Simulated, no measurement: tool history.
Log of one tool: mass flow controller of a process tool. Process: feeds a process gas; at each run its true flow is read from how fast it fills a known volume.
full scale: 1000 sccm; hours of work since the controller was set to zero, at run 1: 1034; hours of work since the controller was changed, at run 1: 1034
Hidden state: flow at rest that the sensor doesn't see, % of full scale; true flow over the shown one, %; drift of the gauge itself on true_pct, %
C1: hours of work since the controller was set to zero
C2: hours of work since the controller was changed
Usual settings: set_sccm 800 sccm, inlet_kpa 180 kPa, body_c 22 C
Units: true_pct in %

Run 1, day 0: usual settings; C1 1034; C2 1034. Result: true_pct 100.27 %.
Run 2, day 4.933: usual settings; C1 1123; C2 1123. Result: true_pct 100.33 %.
Run 3, day 9.883: usual settings; C1 1212; C2 1212. Result: true_pct 100.48 %.
Run 4, day 13.804: usual settings; C1 1283; C2 1283. Result: true_pct 100.24 %.
Run 5, day 17.592: usual settings; C1 1351; C2 1351. Result: true_pct 100.49 %.
Run 6, day 22.058: usual settings but inlet_kpa 197 kPa; C1 1432; C2 1432. Result: true_pct 100.42 %.
Run 7, day 27.583: usual settings but inlet_kpa 203 kPa; C1 1532; C2 1532. Result: true_pct 100.51 %.
Run 8, day 32.171: usual settings; C1 1614; C2 1614. Result: true_pct 100.46 %.
Run 9, day 35.846: usual settings; C1 1681; C2 1681. Result: true_pct 100.35 %.
Run 10, day 39.279: usual settings but inlet_kpa 235 kPa; C1 1743; C2 1743. Result: true_pct 100.25 %.
Run 11, day 45.338: usual settings but inlet_kpa 235 kPa; C1 1852; C2 1852. Result: true_pct 100.18 %.
Run 12, day 49.654: usual settings but inlet_kpa 235 kPa; C1 1930; C2 1930. Result: true_pct 100.3 %.
Run 13, day 52.467: usual settings but inlet_kpa 235 kPa; C1 1980; C2 1980. Result: true_pct 100.23 %.
Run 14, day 55.646: usual settings; C1 2038; C2 2038. Result: true_pct 100.64 %.
Run 15, day 59.608: usual settings; C1 2109; C2 2109. Result: true_pct 100.61 %.
Run 16, day 65.029: usual settings but set_sccm 730 sccm, inlet_kpa 204 kPa, body_c 34 C; C1 2207; C2 2207. Result: true_pct 99.18 %.
Run 17, day 70.946: usual settings but set_sccm 500 sccm, inlet_kpa 197 kPa; C1 2314; C2 2314. Result: true_pct 100.13 %.

The next listed run, before its measurement:
Run 18, day 75.3: usual settings but set_sccm 820 sccm, inlet_kpa 145 kPa; C1 2392; C2 2392. Result: true_pct ?.

{"run 18": {"true_pct": 100.97}}
Without the tool's hidden state the same run would have given true_pct 100.26 %.
